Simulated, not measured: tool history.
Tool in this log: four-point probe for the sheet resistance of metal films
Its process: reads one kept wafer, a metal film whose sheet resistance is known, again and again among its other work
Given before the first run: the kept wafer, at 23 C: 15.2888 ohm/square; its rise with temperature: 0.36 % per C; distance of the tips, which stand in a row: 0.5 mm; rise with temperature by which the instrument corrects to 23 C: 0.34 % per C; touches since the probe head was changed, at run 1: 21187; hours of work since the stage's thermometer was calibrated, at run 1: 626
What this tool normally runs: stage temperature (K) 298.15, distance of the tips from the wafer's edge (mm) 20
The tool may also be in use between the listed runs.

run   hour  stage temperature (K)  distance of the tips from the wafer's edge (mm)  touches since the probe head was changed  hours of work since the stage's thermometer was calibrated  sheet resistance as the instrument gives it (ohm/square)
  1      0                 298.15                                               20                                     21187                                                         626                                                 15.304664
  2   13.8                 298.15                                                6                                     21476                                                         635                                                  15.35212
  3   30.2                 298.15                                                6                                     21819                                                         646                                                 15.351073
  4   45.7                 295.15                                               20                                     22146                                                         657                                                 15.294566
  5   64.9                 298.15                                               20                                     22548                                                         669                                                 15.297496
  6   76.4                 299.15                                               69                                     22788                                                         677                                                 15.303466
  7   89.8                 299.15                                               69                                     23068                                                         686                                                 15.300587
  8  107.7                 306.15                                               50                                     23445                                                         698                                                 15.320996
  9  134.2                 307.15                                                4                                     23999                                                         716                                                 15.450176
 10    152                 307.15                                                4                                     24373                                                         728                                                 15.446574

Predict each of these 3 candidate next runs independently; none follows another, all start after run 10:
  A  174.1                 300.15                                               14                                     24835                                                         742                                                         ?
  B  174.1                 300.15                                                4                                     24835                                                         742                                                         ?
  C  174.1                 305.15                                               12                                     24835                                                         742                                                         ?

run  sheet resistance as the instrument gives it (ohm/square)
  A                                                  15.31423
  B                                                 15.426915
  C                                                 15.329773
The same runs, with their run-to-run variation unchanged, on a tool lacking any hidden condition would have given:
run  sheet resistance as the instrument gives it (ohm/square)
  A                                                 15.313614
  B                                                 15.426294
  C                                                 15.329158
